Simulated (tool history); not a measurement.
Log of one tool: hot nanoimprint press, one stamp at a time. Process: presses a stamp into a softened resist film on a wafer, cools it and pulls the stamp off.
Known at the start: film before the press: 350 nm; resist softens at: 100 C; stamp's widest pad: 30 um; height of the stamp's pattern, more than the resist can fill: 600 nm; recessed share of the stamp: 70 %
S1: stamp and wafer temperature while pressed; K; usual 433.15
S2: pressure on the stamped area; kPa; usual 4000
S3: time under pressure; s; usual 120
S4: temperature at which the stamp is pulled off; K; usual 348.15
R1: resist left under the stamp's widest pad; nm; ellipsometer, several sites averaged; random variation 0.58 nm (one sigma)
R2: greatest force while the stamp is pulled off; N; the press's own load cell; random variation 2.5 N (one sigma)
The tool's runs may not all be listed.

{"run": 1, "hour": 0.0, "S1": 433.15, "S2": 4000, "S3": 120, "S4": 348.15, "R1": 148.4, "R2": 119}
{"run": 2, "hour": 11.6, "S1": 433.15, "S2": 4000, "S3": 120, "S4": 351.15, "R1": 147.4, "R2": 106}
{"run": 3, "hour": 23.8, "S1": 433.15, "S2": 4000, "S3": 120, "S4": 351.15, "R1": 148.5, "R2": 106}
{"run": 4, "hour": 38.5, "S1": 433.15, "S2": 4000, "S3": 120, "S4": 348.15, "R1": 148.0, "R2": 116}
{"run": 5, "hour": 51.1, "S1": 433.15, "S2": 4000, "S3": 120, "S4": 348.15, "R1": 148.3, "R2": 117}
{"run": 6, "hour": 59.6, "S1": 433.15, "S2": 4000, "S3": 120, "S4": 348.15, "R1": 148.2, "R2": 115}
{"run": 7, "hour": 78.4, "S1": 433.15, "S2": 4000, "S3": 120, "S4": 348.15, "R1": 148.8, "R2": 114}
{"run": 8, "hour": 88.5, "S1": 433.15, "S2": 4000, "S3": 120, "S4": 348.15, "R1": 148.4, "R2": 118}
{"run": 9, "hour": 103.8, "S1": 433.15, "S2": 4000, "S3": 120, "S4": 343.15, "R1": 149.7, "R2": 132}
{"run": 10, "hour": 113.9, "S1": 433.15, "S2": 4000, "S3": 120, "S4": 343.15, "R1": 148.5, "R2": 132}
{"run": 11, "hour": 123.3, "S1": 433.15, "S2": 4000, "S3": 120, "S4": 343.15, "R1": 148.4, "R2": 134}
{"run": 12, "hour": 141.5, "S1": 433.15, "S2": 4000, "S3": 120, "S4": 343.15, "R1": 148.3, "R2": 132}
{"run": 13, "hour": 152.7, "S1": 433.15, "S2": 4000, "S3": 120, "S4": 343.15, "R1": 149.6, "R2": 134}
{"run": 14, "hour": 162.0, "S1": 433.15, "S2": 4000, "S3": 120, "S4": 343.15, "R1": 148.4, "R2": 133}
{"run": 15, "hour": 176.4, "S1": 433.15, "S2": 3060, "S3": 120, "S4": 348.15, "R1": 167.0, "R2": 117}
{"hour": 184.2, "done": "stamp cleaned and given a new release coat"}
{"run": 16, "hour": 193.8, "S1": 433.15, "S2": 4000, "S3": 120, "S4": 351.15, "R1": 149.5, "R2": 108}
{"run": 17, "hour": 207.4, "S1": 433.15, "S2": 4000, "S3": 120, "S4": 351.15, "R1": 149.2, "R2": 104}
{"run": 18, "hour": 220.6, "S1": 433.15, "S2": 4000, "S3": 120, "S4": 351.15, "R1": 148.9, "R2": 106}
{"run": 19, "hour": 239.5, "S1": 434.15, "S2": 5140, "S3": 68, "S4": 339.15, "R1": 163.2, "R2": 145}
{"run": 20, "hour": 249.0, "S1": 430.15, "S2": 3390, "S3": 101, "S4": 348.15, "R1": 189.8, "R2": 117}
{"run": 21, "hour": 267.4, "S1": 422.15, "S2": 5620, "S3": 142, "S4": 341.15, "R1": 186.6, "R2": 138}
{"run": 22, "hour": 281.3, "S1": 422.15, "S2": 5620, "S3": 142, "S4": 341.15, "R1": 187.5, "R2": 138}
{"run": 23, "hour": 292.0, "S1": 422.15, "S2": 5620, "S3": 142, "S4": 341.15, "R1": 187.3, "R2": 134}
{"run": 24, "hour": 301.6, "S1": 423.15, "S2": 6290, "S3": 120, "S4": 348.15, "R1": 182.9, "R2": 117}
{"run": 25, "hour": 310.7, "S1": 423.15, "S2": 6290, "S3": 120, "S4": 348.15, "R1": 185.0, "R2": 116}
{"run": 26, "hour": 326.8, "S1": 443.15, "S2": 6290, "S3": 120, "S4": 348.15, "R1": 84.3, "R2": 115}
{"run": 27, "hour": 338.3, "S1": 431.15, "S2": 6210, "S3": 192, "S4": 338.15, "R1": 110.0, "R2": 155}
{"run": 28, "hour": 355.9, "S1": 431.15, "S2": 6210, "S3": 192, "S4": 338.15, "R1": 109.2, "R2": 146}
{"run": 29, "hour": 373.1, "S1": 431.15, "S2": 6210, "S3": 192, "S4": 345.15, "R1": 109.3, "R2": 127}
{"run": 30, "hour": 388.4, "S1": 431.15, "S2": 6210, "S3": 192, "S4": 345.15, "R1": 109.5, "R2": 124}

4 ways to go on from here, each from the tool as it stands after run 30. What would each give?
{"run": "A", "hour": 404.2, "S1": 433.15, "S2": 5040, "S3": 113, "S4": 349.15, "R1": "?", "R2": "?"}
{"run": "B", "hour": 404.2, "S1": 431.15, "S2": 6210, "S3": 192, "S4": 346.15, "R1": "?", "R2": "?"}
{"run": "C", "hour": 404.2, "S1": 431.15, "S2": 6210, "S3": 97, "S4": 345.15, "R1": "?", "R2": "?"}
{"run": "D", "hour": 404.2, "S1": 444.15, "S2": 4000, "S3": 120, "S4": 337.15, "R1": "?", "R2": "?"}

run=A R1=139.9 R2=113
run=B R1=109.6 R2=123
run=C R1=146.9 R2=127
run=D R1=100.3 R2=154
Without the tool's hidden state the same runs would have given:
run=A R1=137.3 R2=112
run=B R1=107.6 R2=122
run=C R1=144.2 R2=126
run=D R1=98.4 R2=153
